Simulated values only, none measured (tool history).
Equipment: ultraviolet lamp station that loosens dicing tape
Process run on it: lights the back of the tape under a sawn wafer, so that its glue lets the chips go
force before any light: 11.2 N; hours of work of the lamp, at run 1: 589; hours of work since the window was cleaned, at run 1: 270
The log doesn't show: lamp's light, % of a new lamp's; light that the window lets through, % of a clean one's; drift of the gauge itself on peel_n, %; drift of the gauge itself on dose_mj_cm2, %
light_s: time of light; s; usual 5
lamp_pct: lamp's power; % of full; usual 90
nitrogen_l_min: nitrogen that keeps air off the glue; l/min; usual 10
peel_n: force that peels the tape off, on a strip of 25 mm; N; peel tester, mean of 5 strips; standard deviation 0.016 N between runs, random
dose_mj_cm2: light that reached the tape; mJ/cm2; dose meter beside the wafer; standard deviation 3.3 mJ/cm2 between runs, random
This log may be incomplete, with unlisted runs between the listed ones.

run	hour	light_s	lamp_pct	nitrogen_l_min	hours of work of the lamp	hours of work since the window was cleaned	peel_n	dose_mj_cm2
1	0.0	5	90	10	589	270	1.421	393
2	13.2	5	61	10	598	279	2.755	257
3	32.3	5	61	10	612	293	2.753	255
4	45.3	5	61	10	621	302	2.799	253
5	68.8	5	90	12	638	319	1.329	376
6	85.4	5	71	12	650	331	1.972	292
7	106.3	5	71	12	665	345	2.059	284
8	116.6	5	71	12	672	353	2.101	286
9	130.5	5	90	10	682	363	1.591	359
10	149.8	5	90	10	696	376	1.561	360
11	168.3	5	90	10	709	390	1.584	351
12	190.9	4	90	10	725	406	2.426	278
13	211.7	3	91	12	740	421	3.183	208
# hour 221.5: window cleaned of glue's vapour
14	222.4	2	93	5	747	1	6.413	133

For run 15, what comes out?
15	238.4	5	81	10	758	12	?	?

{"run 15": {"peel_n": 2.299, "dose_mj_cm2": 295}}
Take away the tool's hidden state, keep the run-to-run variation as it was, and the same run would have given peel_n 0.953 N, dose_mj_cm2 468 mJ/cm2.
